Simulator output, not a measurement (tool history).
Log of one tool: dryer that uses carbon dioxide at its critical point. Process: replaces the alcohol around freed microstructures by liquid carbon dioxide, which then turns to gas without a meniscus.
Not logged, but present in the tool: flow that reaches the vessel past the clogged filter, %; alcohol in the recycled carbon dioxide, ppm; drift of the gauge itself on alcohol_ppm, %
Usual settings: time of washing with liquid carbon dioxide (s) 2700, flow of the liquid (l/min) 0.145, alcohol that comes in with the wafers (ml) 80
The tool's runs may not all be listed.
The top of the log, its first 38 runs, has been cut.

run	hour	time of washing with liquid carbon dioxide (s)	flow of the liquid (l/min)	alcohol that comes in with the wafers (ml)	hours of work since the filter was changed	hours of work since the purifier's bed was changed	alcohol left in the vessel before it's heated (ppm by volume)
39	419.1	3240	0.108	47	399	783	544
40	433.4	1920	0.235	32	410	794	150
41	441.3	3060	0.235	86	416	800	102
42	448.3	1800	0.226	107	421	806	508
# hour 458.5: inlet filter changed
43	459.3	1800	0.138	23	1	814	535
44	475.2	4200	0.201	33	13	826	103
45	483.3	4200	0.201	33	19	832	102
46	490.2	2400	0.093	40	25	838	1327
47	497.5	2400	0.093	40	30	843	1358
48	509.7	1980	0.158	80	40	853	647

Branching from run 48: 3 alternative next runs. What would each branch give?
A	521.2	1740	0.176	35	49	862	?
B	521.2	1920	0.145	89	49	862	?
C	521.2	1680	0.105	80	49	862	?

run	alcohol left in the vessel before it's heated (ppm by volume)
A	361
B	1188
C	5549
Had the tool no hidden state, the same runs would have come out as:
run	alcohol left in the vessel before it's heated (ppm by volume)
A	240
B	994
C	5137
